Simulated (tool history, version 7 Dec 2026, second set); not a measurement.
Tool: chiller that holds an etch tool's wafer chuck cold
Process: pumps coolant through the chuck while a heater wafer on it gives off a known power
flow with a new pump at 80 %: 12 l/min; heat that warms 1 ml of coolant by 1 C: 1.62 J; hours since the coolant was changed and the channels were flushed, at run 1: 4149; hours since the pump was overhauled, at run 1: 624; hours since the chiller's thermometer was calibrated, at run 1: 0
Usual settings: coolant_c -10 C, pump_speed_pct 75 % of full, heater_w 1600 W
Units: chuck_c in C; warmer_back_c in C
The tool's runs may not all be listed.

run	hour	coolant_c	pump_speed_pct	heater_w	hours since the coolant was changed and the channels were flushed	hours since the pump was overhauled	hours since the chiller's thermometer was calibrated	chuck_c	warmer_back_c
1	0	-10	75	1600	4149	624	0	6.5	5.29
2	49.2	-10	75	1600	4198	673	49	6.6	5.24
3	91.6	-10	75	1600	4240	715	92	6.3	5.34
4	160.3	-10	75	1600	4309	784	160	6.4	5.32
5	193	-10	75	1600	4342	817	193	6.5	5.38
6	233.6	-10	75	1600	4382	857	234	6.5	5.31
7	269.8	-10	75	1600	4419	893	270	6.4	5.31
8	303.4	-10	75	1720	4452	927	303	7.8	5.81
9	335.6	-9	71	1949	4484	959	336	12.1	6.86
10	387.5	0	67	1754	4536	1011	388	19.8	6.6
11	439.7	-12	85	1600	4588	1063	440	3	4.72

5 ways to go on from here, each from the tool as it stands after run 11. What would each give?
A	494.7	-10	76	1444	4643	1118	495	?	?
B	494.7	-11	77	844	4643	1118	495	?	?
C	494.7	-12	83	1751	4643	1118	495	?	?
D	494.7	-2	75	1114	4643	1118	495	?	?
E	494.7	-16	70	1537	4643	1118	495	?	?

run	chuck_c	warmer_back_c
A	4.9	4.81
B	-2.7	2.71
C	4.7	5.3
D	9.3	3.76
E	0.9	5.55
Without the tool's hidden state the same runs would have given:
run	chuck_c	warmer_back_c
A	3.9	4.7
B	-3.3	2.64
C	3.6	5.17
D	8.6	3.68
E	-0.3	5.42
